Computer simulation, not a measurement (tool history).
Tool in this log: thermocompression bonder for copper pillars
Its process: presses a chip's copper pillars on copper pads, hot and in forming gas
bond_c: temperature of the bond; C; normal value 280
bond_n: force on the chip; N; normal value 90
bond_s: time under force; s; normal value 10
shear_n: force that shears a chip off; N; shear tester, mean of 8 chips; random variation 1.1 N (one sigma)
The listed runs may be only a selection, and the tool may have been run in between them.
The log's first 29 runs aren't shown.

{"run": 30, "hour": 376.6, "bond_c": 274, "bond_n": 66, "bond_s": 20, "shear_n": 96.1}
{"run": 31, "hour": 386.5, "bond_c": 274, "bond_n": 66, "bond_s": 23, "shear_n": 100.5}
{"run": 32, "hour": 397.6, "bond_c": 280, "bond_n": 90, "bond_s": 10, "shear_n": 101.1}
{"hour": 408.4, "done": "forming gas filter changed"}
{"run": 33, "hour": 413.5, "bond_c": 280, "bond_n": 90, "bond_s": 10, "shear_n": 110.6}
{"run": 34, "hour": 428.2, "bond_c": 280, "bond_n": 58, "bond_s": 10, "shear_n": 83.4}
{"run": 35, "hour": 446.8, "bond_c": 280, "bond_n": 79, "bond_s": 11, "shear_n": 103.6}
{"run": 36, "hour": 459.8, "bond_c": 280, "bond_n": 79, "bond_s": 11, "shear_n": 104.3}
{"run": 37, "hour": 467.7, "bond_c": 280, "bond_n": 79, "bond_s": 11, "shear_n": 105.0}
{"hour": 474.0, "done": "force cell calibrated"}
{"run": 38, "hour": 485.5, "bond_c": 251, "bond_n": 67, "bond_s": 6, "shear_n": 47.4}
{"run": 39, "hour": 500.4, "bond_c": 280, "bond_n": 90, "bond_s": 10, "shear_n": 105.4}

Here are 3 independent what-if runs from the current tool condition. What would each one return?
{"run": "A", "hour": 514.1, "bond_c": 280, "bond_n": 90, "bond_s": 26, "shear_n": "?"}
{"run": "B", "hour": 514.1, "bond_c": 280, "bond_n": 83, "bond_s": 11, "shear_n": "?"}
{"run": "C", "hour": 514.1, "bond_c": 281, "bond_n": 98, "bond_s": 20, "shear_n": "?"}

run=A shear_n=126.3
run=B shear_n=101.2
run=C shear_n=126.3
Take away the tool's hidden state, keep each run's random variation, and the runs would have read:
run=A shear_n=122.7
run=B shear_n=95.5
run=C shear_n=122.6
